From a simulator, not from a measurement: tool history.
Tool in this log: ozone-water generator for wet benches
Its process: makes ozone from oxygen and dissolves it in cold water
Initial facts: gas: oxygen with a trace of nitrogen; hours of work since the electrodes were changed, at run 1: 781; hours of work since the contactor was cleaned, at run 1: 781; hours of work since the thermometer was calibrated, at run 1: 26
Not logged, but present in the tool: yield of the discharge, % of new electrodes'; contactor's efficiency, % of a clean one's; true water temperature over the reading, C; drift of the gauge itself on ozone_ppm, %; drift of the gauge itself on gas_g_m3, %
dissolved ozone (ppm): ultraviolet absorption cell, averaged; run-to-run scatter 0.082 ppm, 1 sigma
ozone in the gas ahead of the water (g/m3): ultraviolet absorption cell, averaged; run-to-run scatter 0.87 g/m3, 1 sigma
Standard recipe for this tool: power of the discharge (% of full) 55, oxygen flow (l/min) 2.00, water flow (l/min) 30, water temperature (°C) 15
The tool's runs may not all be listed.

run   hour  power of the discharge (% of full)  oxygen flow (l/min)  water flow (l/min)  water temperature (°C)  hours of work since the electrodes were changed  hours of work since the contactor was cleaned  hours of work since the thermometer was calibrated  dissolved ozone (ppm)  ozone in the gas ahead of the water (g/m3)
  1    0.0                                  55                 2.00                  30                      15                                              781                                            781                                                  26                   6.28                                       138.5
  2   44.0                                  55                 2.00                  30                       9                                              810                                            810                                                  55                   6.28                                       138.7
  3  120.4                                  55                 2.00                  30                      15                                              860                                            860                                                 105                   6.26                                       139.3
  4  186.9                                  55                 1.79                  30                      15                                              904                                            904                                                 149                   6.07                                       149.3
  5  250.9                                  55                 1.79                  30                      15                                              946                                            946                                                 192                   5.97                                       149.7
  6  322.3                                  55                 1.79                  30                      15                                              994                                            994                                                 239                   5.92                                       147.7
  7  393.5                                  68                 3.28                  21                      10                                             1041                                           1041                                                 286                  11.80                                       119.8
  8  459.4                                  68                 3.28                  21                      10                                             1084                                           1084                                                 329                  11.88                                       120.0
  9  547.7                                  68                 2.26                  21                      10                                             1142                                           1142                                                 388                  11.15                                       151.5
 10  603.8                                  68                 2.26                  21                      10                                             1179                                           1179                                                 425                  10.98                                       150.9

What if the next run were any one of these 3? Each begins from the tool's condition after run 10:
  A  695.4                                  86                 1.91                  30                      18                                             1240                                           1240                                                 485                      ?                                           ?
  B  695.4                                  95                 2.26                  42                      10                                             1240                                           1240                                                 485                      ?                                           ?
  C  695.4                                  42                 2.26                  37                      15                                             1240                                           1240                                                 485                      ?                                           ?

run  dissolved ozone (ppm)  ozone in the gas ahead of the water (g/m3)
  A                   8.55                                       202.7
  B                   6.70                                       196.3
  C                   3.64                                       101.9
Had the tool no hidden state, the same runs would have come out as:
run  dissolved ozone (ppm)  ozone in the gas ahead of the water (g/m3)
  A                   9.16                                       213.6
  B                   7.22                                       207.6
  C                   3.82                                       104.5
